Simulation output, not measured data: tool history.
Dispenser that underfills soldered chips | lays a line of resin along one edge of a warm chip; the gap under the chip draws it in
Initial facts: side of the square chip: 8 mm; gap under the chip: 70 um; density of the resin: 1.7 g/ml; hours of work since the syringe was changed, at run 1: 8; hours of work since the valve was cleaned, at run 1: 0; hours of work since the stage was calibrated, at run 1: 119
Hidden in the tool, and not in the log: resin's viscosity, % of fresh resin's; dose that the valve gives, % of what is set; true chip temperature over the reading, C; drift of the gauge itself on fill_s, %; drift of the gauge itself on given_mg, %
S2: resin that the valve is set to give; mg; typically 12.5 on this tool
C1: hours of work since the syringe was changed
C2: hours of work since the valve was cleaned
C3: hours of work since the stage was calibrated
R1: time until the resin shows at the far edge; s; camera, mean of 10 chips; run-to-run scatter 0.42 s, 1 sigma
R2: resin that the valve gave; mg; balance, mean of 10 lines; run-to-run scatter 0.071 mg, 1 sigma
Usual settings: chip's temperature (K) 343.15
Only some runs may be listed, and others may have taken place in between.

run 1 hour=0 | chip's_temperature_(K)=343.15 S2=12.5 | C1=8 C2=0 C3=119 | R1=60.1 R2=12.48
-- hour=1.2 new syringe of resin
run 2 hour=9.2 | chip's_temperature_(K)=343.15 S2=12.5 | C1=5 C2=5 C3=124 | R1=46.6 R2=12.37
-- hour=15.2 new syringe of resin
run 3 hour=15.8 | chip's_temperature_(K)=343.15 S2=12.5 | C1=0 C2=9 C3=128 | R1=31.3 R2=12.43
run 4 hour=22.8 | chip's_temperature_(K)=355.15 S2=12.5 | C1=5 C2=13 C3=132 | R1=29.9 R2=12.35
-- hour=29 new syringe of resin
run 5 hour=31.2 | chip's_temperature_(K)=343.15 S2=15.1 | C1=1 C2=18 C3=137 | R1=33.3 R2=14.87
run 6 hour=39.8 | chip's_temperature_(K)=343.15 S2=12.5 | C1=7 C2=23 C3=142 | R1=52.9 R2=12.2
-- hour=42.6 new syringe of resin
run 7 hour=48.8 | chip's_temperature_(K)=351.15 S2=12.5 | C1=4 C2=29 C3=148 | R1=32.4 R2=12.31
-- hour=56 new syringe of resin
run 8 hour=61.4 | chip's_temperature_(K)=332.15 S2=14.6 | C1=3 C2=36 C3=155 | R1=60.4 R2=14.27
-- hour=69.9 new syringe of resin
run 9 hour=73.2 | chip's_temperature_(K)=348.15 S2=13.7 | C1=2 C2=43 C3=162 | R1=30 R2=13.21
run 10 hour=79.7 | chip's_temperature_(K)=337.15 S2=13.3 | C1=6 C2=47 C3=166 | R1=63 R2=12.76
-- hour=83.4 new syringe of resin
run 11 hour=85.7 | chip's_temperature_(K)=337.15 S2=13.3 | C1=1 C2=50 C3=169 | R1=42.7 R2=12.77
run 12 hour=93.2 | chip's_temperature_(K)=334.15 S2=15.6 | C1=6 C2=55 C3=174 | R1=71.2 R2=14.99
-- hour=96.8 new syringe of resin
run 13 hour=99.9 | chip's_temperature_(K)=334.15 S2=15.6 | C1=2 C2=59 C3=178 | R1=48.9 R2=14.85
run 14 hour=109.5 | chip's_temperature_(K)=328.15 S2=12.1 | C1=8 C2=64 C3=183 | R1=104 R2=11.6

5 ways to go on from here, each from the tool as it stands after run 14. What would each give?
-- hour=110.6 new syringe of resin
run A hour=117.4 | chip's_temperature_(K)=336.15 S2=12 | C1=4 C2=69 C3=188 | R1=? R2=?
-- hour=110.6 new syringe of resin
run B hour=117.4 | chip's_temperature_(K)=331.15 S2=11.1 | C1=4 C2=69 C3=188 | R1=? R2=?
-- hour=110.6 new syringe of resin
run C hour=117.4 | chip's_temperature_(K)=354.15 S2=12.5 | C1=4 C2=69 C3=188 | R1=? R2=?
-- hour=110.6 new syringe of resin
run D hour=117.4 | chip's_temperature_(K)=347.15 S2=12.5 | C1=4 C2=69 C3=188 | R1=? R2=?
-- hour=110.6 new syringe of resin
run E hour=117.4 | chip's_temperature_(K)=351.15 S2=11 | C1=4 C2=69 C3=188 | R1=? R2=?

run=A R1=57.4 R2=11.44
run=B R1=70.2 R2=10.48
run=C R1=29.5 R2=11.85
run=D R1=38.1 R2=11.78
run=E R1=34.7 R2=10.4
Had the tool no hidden state, the same runs would have come out as:
run=A R1=37.9 R2=12.08
run=B R1=46.1 R2=11.08
run=C R1=19.4 R2=12.51
run=D R1=25.2 R2=12.44
run=E R1=23 R2=10.99

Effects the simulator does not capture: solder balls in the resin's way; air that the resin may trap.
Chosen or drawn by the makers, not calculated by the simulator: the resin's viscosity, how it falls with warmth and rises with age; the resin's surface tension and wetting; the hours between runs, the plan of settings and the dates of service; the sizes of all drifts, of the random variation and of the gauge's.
